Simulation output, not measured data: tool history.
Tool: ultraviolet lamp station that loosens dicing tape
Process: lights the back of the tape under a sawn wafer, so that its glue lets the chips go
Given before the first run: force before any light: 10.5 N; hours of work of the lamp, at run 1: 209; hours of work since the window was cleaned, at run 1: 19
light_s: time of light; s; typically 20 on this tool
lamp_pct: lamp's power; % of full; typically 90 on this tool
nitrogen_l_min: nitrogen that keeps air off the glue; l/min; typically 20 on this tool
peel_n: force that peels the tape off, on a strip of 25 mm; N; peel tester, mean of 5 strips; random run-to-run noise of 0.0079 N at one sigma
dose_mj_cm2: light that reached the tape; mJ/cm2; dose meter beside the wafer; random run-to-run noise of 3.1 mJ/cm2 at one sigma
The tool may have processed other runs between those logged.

run    day  light_s  lamp_pct  nitrogen_l_min  hours of work of the lamp  hours of work since the window was cleaned  peel_n  dose_mj_cm2
  1      0       20        90              20                        209                                          19    0.36          449
  2  0.621       20        90              20                        216                                          27   0.378          447
  3  1.079       20        84              20                        221                                          32   0.473          418
  4  1.504       20        84              20                        226                                          37   0.448          420
  5  2.171       20        90              20                        234                                          45   0.385          440
  6  2.912       24        90              20                        243                                          54   0.228          530
     2.992  -- window cleaned of glue's vapour
  7  3.383       37        90              20                        248                                           5   0.075          791
  8  4.104       10        90              23                        257                                          13   1.796          213
  9  4.458       20        69              20                        261                                          17   0.865          328
     4.542  -- window cleaned of glue's vapour, once more
 10  5.029       37        71              38                        267                                           6   0.057          660
 11  5.462       13        90              39                        272                                          11   0.643          294
 12      6       20        63              18                        279                                          17   1.041          315

Alternative continuations, all from the tool just after run 12; predict every row:
  A  6.617       20        63               7                        286                                          24       ?            ?
  B  6.617       18        74              19                        286                                          24       ?            ?
  C  6.617       20        90              23                        286                                          24       ?            ?
  D  6.617       21        63              18                        286                                          24       ?            ?
  E  6.617       37        66              18                        286                                          24       ?            ?

run  peel_n  dose_mj_cm2
  A   2.126          311
  B    0.89          334
  C   0.299          450
  D   0.939          329
  E   0.157          603
With the hidden condition removed and each run's random variation left untouched, the same runs would have given:
run  peel_n  dose_mj_cm2
  A   1.938          330
  B   0.773          354
  C   0.249          476
  D   0.818          349
  E   0.132          639
